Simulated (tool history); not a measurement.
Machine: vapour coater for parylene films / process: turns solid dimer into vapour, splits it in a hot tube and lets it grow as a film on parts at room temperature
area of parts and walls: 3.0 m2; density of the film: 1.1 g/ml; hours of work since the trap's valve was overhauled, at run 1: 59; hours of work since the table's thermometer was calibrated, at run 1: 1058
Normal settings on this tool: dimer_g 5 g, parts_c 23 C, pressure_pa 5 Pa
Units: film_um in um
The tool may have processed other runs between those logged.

run	hour	dimer_g	parts_c	pressure_pa	hours of work since the trap's valve was overhauled	hours of work since the table's thermometer was calibrated	film_um
1	0	5	23	5	59	1058	0.847
2	38.5	5	23	5	87	1086	0.861
3	68.2	5	17	5	109	1108	1.085
4	92.1	5	23	3.03	126	1125	0.889
5	123.9	5	23	3.03	150	1149	0.907
6	146.4	5	23	3.03	166	1165	0.889
7	182	5	23	3.03	192	1191	0.882
8	220.7	5	23	3.03	221	1220	0.899
9	244.7	4	23	5	238	1237	0.682
10	267.9	4	23	5	255	1254	0.687
11	294.9	4	23	5	275	1274	0.677
12	320.7	4	23	5	294	1293	0.672
13	353.3	4	23	5	318	1317	0.681
14	383.3	4	23	5	340	1339	0.682
15	402.4	3	23	3.41	354	1353	0.533
16	439.9	3	22	3.41	382	1381	0.559
17	466.4	5	26	3.92	401	1400	0.788
18	505.6	8	31	2.71	430	1429	1.058
19	545	5	30	7.33	459	1458	0.62
# hour 573.1: table's thermometer calibrated
20	574.7	6	20	3.61	480	1	1.191
21	607.3	6	20	3.61	504	25	1.189
22	633.6	6	20	3.61	523	44	1.188
23	658.1	6	20	3.61	541	62	1.193
24	698	3	20	3.61	570	92	0.592
25	728.6	4	31	6.28	593	114	0.495
26	748.2	4	21	6.28	607	129	0.725

Branching from run 26: 5 alternative next runs. What would each branch give?
# hour 754.5: trap's valve overhauled
A	780	3	23	6.28	19	149	?
# hour 754.5: trap's valve overhauled
B	780	6	19	3.03	19	149	?
# hour 754.5: trap's valve overhauled
C	780	4	25	2.05	19	149	?
# hour 754.5: trap's valve overhauled
D	780	4	21	4.73	19	149	?
# hour 754.5: trap's valve overhauled
E	780	3	33	5	19	149	?

run	film_um
A	0.503
B	1.256
C	0.679
D	0.739
E	0.366
What these runs would have given with no unlogged condition in the tool:
run	film_um
A	0.503
B	1.256
C	0.679
D	0.74
E	0.366

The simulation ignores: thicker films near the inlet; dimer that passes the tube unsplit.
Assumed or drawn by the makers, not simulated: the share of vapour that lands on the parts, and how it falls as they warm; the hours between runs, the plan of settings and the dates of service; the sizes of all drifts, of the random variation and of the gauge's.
